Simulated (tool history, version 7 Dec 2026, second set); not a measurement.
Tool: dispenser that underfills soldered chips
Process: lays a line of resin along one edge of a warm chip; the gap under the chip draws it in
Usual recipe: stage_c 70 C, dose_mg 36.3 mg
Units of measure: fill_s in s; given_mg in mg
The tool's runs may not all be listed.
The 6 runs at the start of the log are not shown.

{"run": 7, "hour": 32.8, "stage_c": 70, "dose_mg": 39.4, "fill_s": 194.6, "given_mg": 38.47}
{"hour": 34.5, "done": "new syringe of resin"}
{"run": 8, "hour": 37.5, "stage_c": 70, "dose_mg": 39.4, "fill_s": 147.6, "given_mg": 38.03}
{"run": 9, "hour": 45.2, "stage_c": 70, "dose_mg": 39.4, "fill_s": 189.9, "given_mg": 38.09}
{"hour": 47.5, "done": "new syringe of resin"}
{"run": 10, "hour": 51.4, "stage_c": 70, "dose_mg": 39.4, "fill_s": 152.0, "given_mg": 38.08}
{"run": 11, "hour": 57.3, "stage_c": 70, "dose_mg": 41.7, "fill_s": 186.8, "given_mg": 40.6}
{"hour": 60.6, "done": "new syringe of resin"}
{"run": 12, "hour": 66.3, "stage_c": 70, "dose_mg": 41.7, "fill_s": 162.8, "given_mg": 40.05}
{"hour": 73.3, "done": "new syringe of resin"}
{"run": 13, "hour": 74.5, "stage_c": 70, "dose_mg": 45.4, "fill_s": 145.6, "given_mg": 43.31}
{"run": 14, "hour": 80.6, "stage_c": 70, "dose_mg": 45.4, "fill_s": 173.1, "given_mg": 43.2}
{"hour": 86.2, "done": "new syringe of resin"}
{"run": 15, "hour": 89.4, "stage_c": 70, "dose_mg": 45.4, "fill_s": 151.3, "given_mg": 43.27}
{"hour": 98.8, "done": "new syringe of resin"}
{"run": 16, "hour": 98.8, "stage_c": 70, "dose_mg": 36.3, "fill_s": 138.8, "given_mg": 34.3}
{"run": 17, "hour": 106.7, "stage_c": 70, "dose_mg": 36.3, "fill_s": 177.4, "given_mg": 34.1}
{"hour": 111.9, "done": "new syringe of resin"}
{"run": 18, "hour": 115.8, "stage_c": 83, "dose_mg": 36.1, "fill_s": 92.4, "given_mg": 33.55}
{"run": 19, "hour": 121.2, "stage_c": 63, "dose_mg": 39.6, "fill_s": 242.1, "given_mg": 36.85}
{"hour": 125.2, "done": "new syringe of resin"}
{"run": 20, "hour": 126.2, "stage_c": 63, "dose_mg": 39.6, "fill_s": 192.5, "given_mg": 36.67}
{"run": 21, "hour": 131.7, "stage_c": 66, "dose_mg": 43.8, "fill_s": 196.9, "given_mg": 40.58}
{"run": 22, "hour": 137.2, "stage_c": 82, "dose_mg": 36.6, "fill_s": 122.4, "given_mg": 33.93}
{"hour": 138.2, "done": "new syringe of resin"}
{"run": 23, "hour": 142.2, "stage_c": 70, "dose_mg": 41.3, "fill_s": 155.9, "given_mg": 38.34}

Estimate the outcome of run 24 from the log above:
{"run": 24, "hour": 149.7, "stage_c": 69, "dose_mg": 36.3, "fill_s": "?", "given_mg": "?"}

Run 24 produced fill_s 202.5 s, given_mg 32.93 mg.
Minus the tool's unlogged condition, the same run would have read fill_s 143.7 s, given_mg 35.86 mg.
